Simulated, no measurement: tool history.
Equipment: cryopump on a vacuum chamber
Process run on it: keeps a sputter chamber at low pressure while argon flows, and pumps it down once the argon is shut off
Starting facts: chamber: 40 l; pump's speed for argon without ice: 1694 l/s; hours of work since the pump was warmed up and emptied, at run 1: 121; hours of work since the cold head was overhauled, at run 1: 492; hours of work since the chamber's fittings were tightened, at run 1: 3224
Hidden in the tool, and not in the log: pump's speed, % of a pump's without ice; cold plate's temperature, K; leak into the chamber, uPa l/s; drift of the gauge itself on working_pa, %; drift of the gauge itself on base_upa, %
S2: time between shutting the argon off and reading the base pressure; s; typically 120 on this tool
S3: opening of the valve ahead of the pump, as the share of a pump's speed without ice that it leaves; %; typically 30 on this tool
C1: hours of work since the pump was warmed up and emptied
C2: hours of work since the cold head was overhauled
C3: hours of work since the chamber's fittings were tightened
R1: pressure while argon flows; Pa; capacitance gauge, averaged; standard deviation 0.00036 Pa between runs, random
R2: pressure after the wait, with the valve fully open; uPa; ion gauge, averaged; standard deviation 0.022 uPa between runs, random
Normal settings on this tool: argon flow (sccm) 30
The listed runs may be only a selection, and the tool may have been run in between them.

Run 1, hour 0.0: usual settings; C1 121; C2 492; C3 3224. Result: R1 0.1026 Pa, R2 1.27 uPa.
Run 2, hour 38.7: usual settings but S2 28 s; C1 150; C2 521; C3 3254. Result: R1 0.1025 Pa, R2 2.77 uPa.
Run 3, hour 78.7: usual settings but S2 28 s; C1 180; C2 552; C3 3284. Result: R1 0.1025 Pa, R2 2.82 uPa.
Run 4, hour 112.9: usual settings but S2 28 s; C1 206; C2 578; C3 3310. Result: R1 0.1037 Pa, R2 2.75 uPa.
Run 5, hour 148.5: usual settings but S2 28 s; C1 233; C2 605; C3 3337. Result: R1 0.1035 Pa, R2 2.88 uPa.
Run 6, hour 170.1: usual settings but S2 28 s; C1 250; C2 621; C3 3353. Result: R1 0.1043 Pa, R2 2.91 uPa.
Run 7, hour 203.3: usual settings but S2 28 s; C1 275; C2 646; C3 3378. Result: R1 0.1034 Pa, R2 2.90 uPa.
Run 8, hour 246.9: usual settings but S2 28 s; C1 308; C2 680; C3 3412. Result: R1 0.1043 Pa, R2 2.84 uPa.
Run 9, hour 265.0: usual settings but argon flow (sccm) 24, S3 36 %; C1 322; C2 693; C3 3425. Result: R1 0.0709 Pa, R2 1.35 uPa.
Run 10, hour 304.7: usual settings but argon flow (sccm) 24, S3 36 %; C1 352; C2 723; C3 3455. Result: R1 0.0709 Pa, R2 1.44 uPa.
At hour 312.1: leaking fittings of the chamber tightened, without venting.
At hour 324.8: pump warmed up, emptied and cooled again.
Run 11, hour 342.0: usual settings but argon flow (sccm) 53, S3 29 %; C1 13; C2 746; C3 19. Result: R1 0.1838 Pa, R2 0.73 uPa.
Run 12, hour 365.5: usual settings but argon flow (sccm) 34, S2 124 s, S3 43 %; C1 31; C2 764; C3 37. Result: R1 0.0795 Pa, R2 0.75 uPa.
Run 13, hour 400.3: usual settings but argon flow (sccm) 16, S2 72 s, S3 46 %; C1 57; C2 791; C3 63. Result: R1 0.0347 Pa, R2 1.05 uPa.
Run 14, hour 442.3: usual settings but argon flow (sccm) 34, S2 141 s, S3 44 %; C1 89; C2 823; C3 95. Result: R1 0.0791 Pa, R2 0.68 uPa.
Run 15, hour 468.5: usual settings but argon flow (sccm) 16, S2 141 s, S3 44 %; C1 109; C2 842; C3 115. Result: R1 0.0372 Pa, R2 0.69 uPa.
Run 16, hour 503.4: usual settings but argon flow (sccm) 16, S2 141 s, S3 44 %; C1 136; C2 869; C3 141. Result: R1 0.0378 Pa, R2 0.69 uPa.

Selected run-to-run steps in R1, each split into two signed amounts: the part the tool would show with no hidden state at all (from settings, incoming material and random variation), and the remainder, which goes to the hidden state together with any gauge scatter not common to the measured and the hidden-state-free results:
Run 10 -> 11: argon flow (sccm) 24 -> 53, S3 36 -> 29, leaking fittings of the chamber tightened, without venting, pump warmed up, emptied and cooled again. R1 +0.1129 Pa: hidden state -0.0037, all else +0.1166.
